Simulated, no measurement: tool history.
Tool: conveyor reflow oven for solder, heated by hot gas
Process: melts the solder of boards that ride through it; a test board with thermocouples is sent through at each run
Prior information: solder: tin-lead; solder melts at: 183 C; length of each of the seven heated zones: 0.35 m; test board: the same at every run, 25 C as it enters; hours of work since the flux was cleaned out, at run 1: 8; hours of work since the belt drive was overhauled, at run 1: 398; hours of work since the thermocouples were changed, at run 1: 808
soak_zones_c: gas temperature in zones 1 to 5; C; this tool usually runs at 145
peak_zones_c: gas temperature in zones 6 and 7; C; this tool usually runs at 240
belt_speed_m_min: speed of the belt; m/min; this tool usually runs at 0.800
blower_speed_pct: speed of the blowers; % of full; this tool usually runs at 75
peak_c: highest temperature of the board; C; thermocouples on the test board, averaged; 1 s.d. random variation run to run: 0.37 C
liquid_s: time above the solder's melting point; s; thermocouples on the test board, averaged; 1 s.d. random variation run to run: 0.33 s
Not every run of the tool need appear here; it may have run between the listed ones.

run	hour	soak_zones_c	peak_zones_c	belt_speed_m_min	blower_speed_pct	hours of work since the flux was cleaned out	hours of work since the belt drive was overhauled	hours of work since the thermocouples were changed	peak_c	liquid_s
1	0.0	145	240	0.800	75	8	398	808	221.6	43.7
2	26.6	145	240	0.800	75	28	419	828	221.3	43.1
3	47.4	145	240	0.800	75	45	435	845	221.5	43.3
4	59.3	145	240	0.800	81	54	445	854	223.4	43.6
5	79.8	145	240	0.800	68	70	461	870	218.8	41.3
# hour 86.1: belt drive overhauled, speed set with a stopwatch
6	108.7	145	240	0.800	68	89	18	889	219.1	41.9
7	123.6	145	252	0.800	75	101	29	901	231.2	47.5
8	141.3	145	252	0.800	75	115	43	915	231.1	47.5
9	158.5	145	240	0.800	82	128	57	928	223.0	44.6

Run 10 has not been measured yet. What should we expect?
10	170.9	132	240	0.688	74	138	66	938	?	?

{"run 10": {"peak_c": 223.8, "liquid_s": 48.3}}
The same run, on a tool lacking any hidden state, would have yielded peak_c 222.8 C, liquid_s 47.1 s.
